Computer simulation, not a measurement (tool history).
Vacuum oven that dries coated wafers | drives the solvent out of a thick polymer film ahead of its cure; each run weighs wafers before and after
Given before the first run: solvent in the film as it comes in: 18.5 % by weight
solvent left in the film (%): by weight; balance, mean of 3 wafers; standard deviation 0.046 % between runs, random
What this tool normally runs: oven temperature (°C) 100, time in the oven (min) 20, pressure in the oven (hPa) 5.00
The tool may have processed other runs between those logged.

Run 1, hour 0.0: usual settings. Result: solvent left in the film (%) 2.41.
Run 2, hour 25.3: usual settings but oven temperature (°C) 112. Result: solvent left in the film (%) 0.34.
Run 3, hour 83.0: usual settings but oven temperature (°C) 90. Result: solvent left in the film (%) 6.02.
Run 4, hour 141.6: usual settings but pressure in the oven (hPa) 2.95. Result: solvent left in the film (%) 2.40.
Run 5, hour 189.9: usual settings but pressure in the oven (hPa) 2.95. Result: solvent left in the film (%) 2.40.
Run 6, hour 216.6: usual settings but pressure in the oven (hPa) 2.95. Result: solvent left in the film (%) 2.44.
Run 7, hour 266.3: usual settings but pressure in the oven (hPa) 2.95. Result: solvent left in the film (%) 2.40.
Run 8, hour 306.9: usual settings but pressure in the oven (hPa) 2.95. Result: solvent left in the film (%) 2.49.
Run 9, hour 345.9: usual settings but time in the oven (min) 18, pressure in the oven (hPa) 3.82. Result: solvent left in the film (%) 2.92.
Run 10, hour 372.4: usual settings but time in the oven (min) 18, pressure in the oven (hPa) 3.82. Result: solvent left in the film (%) 2.99.
Run 11, hour 421.6: usual settings but time in the oven (min) 18, pressure in the oven (hPa) 3.19. Result: solvent left in the film (%) 2.87.

Taken out of this log: 1 entry between the listed runs. Where each belongs, and how the hidden state differs across it:
After run 6, before run 7: oven's thermocouples calibrated (hour 266.3)
  true wafer temperature over the reading, C: 0.09 -> -0.03
